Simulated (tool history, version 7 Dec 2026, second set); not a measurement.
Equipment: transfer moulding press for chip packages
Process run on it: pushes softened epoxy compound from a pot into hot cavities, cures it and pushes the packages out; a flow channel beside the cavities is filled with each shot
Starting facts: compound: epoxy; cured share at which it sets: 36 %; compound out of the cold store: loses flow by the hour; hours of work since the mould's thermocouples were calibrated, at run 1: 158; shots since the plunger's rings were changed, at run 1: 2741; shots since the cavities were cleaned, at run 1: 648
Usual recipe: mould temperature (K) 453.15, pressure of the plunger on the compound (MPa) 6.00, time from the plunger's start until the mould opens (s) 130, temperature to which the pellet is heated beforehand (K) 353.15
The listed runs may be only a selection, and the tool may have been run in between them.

run,hour,mould temperature (K),pressure of the plunger on the compound (MPa),time from the plunger's start until the mould opens (s),temperature to which the pellet is heated beforehand (K),hours of work since the mould's thermocouples were calibrated,shots since the plunger's rings were changed,shots since the cavities were cleaned,incoming compound's hours out of the cold store,length that the compound runs in the flow channel (mm),greatest force on the pins that push the packages out (N)
1,0.0,453.15,6.00,130,353.15,158,2741,648,41.4,875,441
2,4.9,453.15,6.89,130,353.15,161,2789,696,24.4,976,444
3,13.7,453.15,6.89,130,353.15,167,2877,784,26.3,972,469
4,18.2,453.15,6.89,130,353.15,170,2921,828,23.6,985,473
# hour 22.3: cavities cleaned with cleaning compound and waxed
5,24.4,453.15,6.89,130,353.15,173,2968,20,44.2,929,448
6,33.4,453.15,6.89,130,353.15,180,3057,109,34.6,952,464
7,40.7,453.15,6.00,130,353.15,184,3129,181,46.6,864,458
# hour 49.3: plunger's sealing rings changed
8,51.8,453.15,6.00,130,353.15,190,24,266,42.2,865,468
9,59.7,453.15,6.00,130,359.15,196,103,345,47.5,851,450
10,67.1,453.15,6.00,130,359.15,201,176,418,45.3,853,459
11,72.4,445.15,4.57,170,359.15,204,229,471,30.3,815,489
12,77.8,459.15,6.14,144,347.15,208,281,523,27.1,888,399
13,82.1,453.15,6.44,127,346.15,211,325,567,42.6,899,457

Predict each of these 3 candidate next runs independently; none follows another, all start after run 13:
A,86.6,454.15,7.33,127,345.15,214,369,611,9.1,?,?
B,86.6,453.15,6.17,125,352.15,214,369,611,45.4,?,?
C,86.6,455.15,6.44,127,351.15,214,369,611,41.8,?,?

run,length that the compound runs in the flow channel (mm),greatest force on the pins that push the packages out (N)
A,1041,466
B,870,486
C,894,418
Take away the tool's hidden state, keep each run's random variation, and the runs would have read:
run,length that the compound runs in the flow channel (mm),greatest force on the pins that push the packages out (N)
A,1042,462
B,871,481
C,894,414

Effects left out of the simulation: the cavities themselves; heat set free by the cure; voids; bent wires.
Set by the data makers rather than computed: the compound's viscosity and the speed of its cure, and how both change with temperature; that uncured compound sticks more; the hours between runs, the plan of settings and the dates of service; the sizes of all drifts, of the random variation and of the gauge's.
